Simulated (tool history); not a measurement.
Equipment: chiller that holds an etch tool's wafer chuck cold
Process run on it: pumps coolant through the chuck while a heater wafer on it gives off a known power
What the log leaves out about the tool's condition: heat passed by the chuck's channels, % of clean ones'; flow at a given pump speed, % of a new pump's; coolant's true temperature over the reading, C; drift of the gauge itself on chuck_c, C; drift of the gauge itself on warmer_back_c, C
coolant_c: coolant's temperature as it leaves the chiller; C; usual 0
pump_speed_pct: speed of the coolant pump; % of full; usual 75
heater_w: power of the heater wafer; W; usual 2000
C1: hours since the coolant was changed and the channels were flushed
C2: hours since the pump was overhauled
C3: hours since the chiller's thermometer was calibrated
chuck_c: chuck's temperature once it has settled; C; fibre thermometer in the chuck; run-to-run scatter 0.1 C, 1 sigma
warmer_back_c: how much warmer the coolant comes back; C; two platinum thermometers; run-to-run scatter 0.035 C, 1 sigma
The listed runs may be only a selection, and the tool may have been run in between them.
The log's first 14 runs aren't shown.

Run 15, hour 1340.3: usual settings but pump_speed_pct 65 % of full, heater_w 1592 W; C1 1777; C2 5638; C3 3398. Result: chuck_c 14.7 C, warmer_back_c 5.31 C.
Run 16, hour 1466.3: usual settings but heater_w 2890 W; C1 1903; C2 5764; C3 3524. Result: chuck_c 24.4 C, warmer_back_c 8.29 C.
Run 17, hour 1564.7: usual settings but heater_w 2890 W; C1 2001; C2 5862; C3 3622. Result: chuck_c 24.5 C, warmer_back_c 8.31 C.
Run 18, hour 1678.7: usual settings but heater_w 1702 W; C1 2115; C2 5976; C3 3736. Result: chuck_c 14.4 C, warmer_back_c 4.66 C.
Run 19, hour 1779.3: usual settings but pump_speed_pct 74 % of full, heater_w 1279 W; C1 2216; C2 6077; C3 3837. Result: chuck_c 11.0 C, warmer_back_c 3.50 C.
Run 20, hour 1867.0: usual settings but coolant_c -9 C, heater_w 2126 W; C1 2304; C2 6165; C3 3925. Result: chuck_c 9.0 C, warmer_back_c 5.90 C.
Run 21, hour 1958.5: usual settings but coolant_c -9 C, heater_w 2126 W; C1 2395; C2 6256; C3 4016. Result: chuck_c 9.0 C, warmer_back_c 5.94 C.
At hour 2026.9: gauge calibrated.
Run 22, hour 2032.5: usual settings but coolant_c 4 C; C1 2469; C2 6330; C3 4090. Result: chuck_c 20.9 C, warmer_back_c 5.93 C.
Run 23, hour 2151.1: usual settings but coolant_c 1 C, pump_speed_pct 79 % of full, heater_w 1996 W; C1 2588; C2 6449; C3 4209. Result: chuck_c 17.4 C, warmer_back_c 5.59 C.
Run 24, hour 2245.6: usual settings but coolant_c 1 C, pump_speed_pct 79 % of full, heater_w 1996 W; C1 2682; C2 6543; C3 4303. Result: chuck_c 17.3 C, warmer_back_c 5.59 C.
Run 25, hour 2308.9: usual settings but coolant_c 1 C, pump_speed_pct 73 % of full, heater_w 1996 W; C1 2745; C2 6606; C3 4367. Result: chuck_c 18.0 C, warmer_back_c 6.06 C.
Run 26, hour 2407.8: usual settings but coolant_c 8 C, heater_w 1230 W; C1 2844; C2 6705; C3 4466. Result: chuck_c 18.2 C, warmer_back_c 3.57 C.
Run 27, hour 2512.9: usual settings but coolant_c 8 C, heater_w 1230 W; C1 2949; C2 6810; C3 4571. Result: chuck_c 18.5 C, warmer_back_c 3.59 C.
Run 28, hour 2619.4: usual settings but coolant_c 7 C, heater_w 1279 W; C1 3056; C2 6917; C3 4677. Result: chuck_c 18.1 C, warmer_back_c 3.68 C.
Run 29, hour 2727.0: usual settings but coolant_c 2 C, pump_speed_pct 79 % of full, heater_w 1879 W; C1 3163; C2 7025; C3 4785. Result: chuck_c 17.6 C, warmer_back_c 5.16 C.
At hour 2761.8: chiller's thermometer calibrated.
Run 30, hour 2797.2: usual settings but coolant_c 2 C, pump_speed_pct 79 % of full, heater_w 1879 W; C1 3233; C2 7094; C3 35. Result: chuck_c 17.5 C, warmer_back_c 5.12 C.
Run 31, hour 2850.9: usual settings but coolant_c 8 C, pump_speed_pct 86 % of full, heater_w 1798 W; C1 3286; C2 7147; C3 89. Result: chuck_c 22.0 C, warmer_back_c 4.47 C.

4 ways to go on from here, each from the tool as it stands after run 31. What would each give?
Run A, hour 2961.3: usual settings but coolant_c 1 C, pump_speed_pct 86 % of full, heater_w 1266 W; C1 3397; C2 7258; C3 200. Result: chuck_c ?, warmer_back_c ?.
Run B, hour 2961.3: usual settings but coolant_c -6 C, pump_speed_pct 76 % of full, heater_w 2496 W; C1 3397; C2 7258; C3 200. Result: chuck_c ?, warmer_back_c ?.
Run C, hour 2961.3: usual settings but coolant_c 9 C, pump_speed_pct 83 % of full, heater_w 1180 W; C1 3397; C2 7258; C3 200. Result: chuck_c ?, warmer_back_c ?.
Run D, hour 2961.3: usual settings but coolant_c -2 C, pump_speed_pct 80 % of full, heater_w 1566 W; C1 3397; C2 7258; C3 200. Result: chuck_c ?, warmer_back_c ?.

run  chuck_c  warmer_back_c
  A     10.9           3.11
  B     14.9           7.10
  C     18.7           2.98
  D     10.6           4.17
Had the tool no hidden state, the same runs would have come out as:
run  chuck_c  warmer_back_c
  A     10.9           3.30
  B     14.9           7.28
  C     18.7           3.16
  D     10.6           4.36
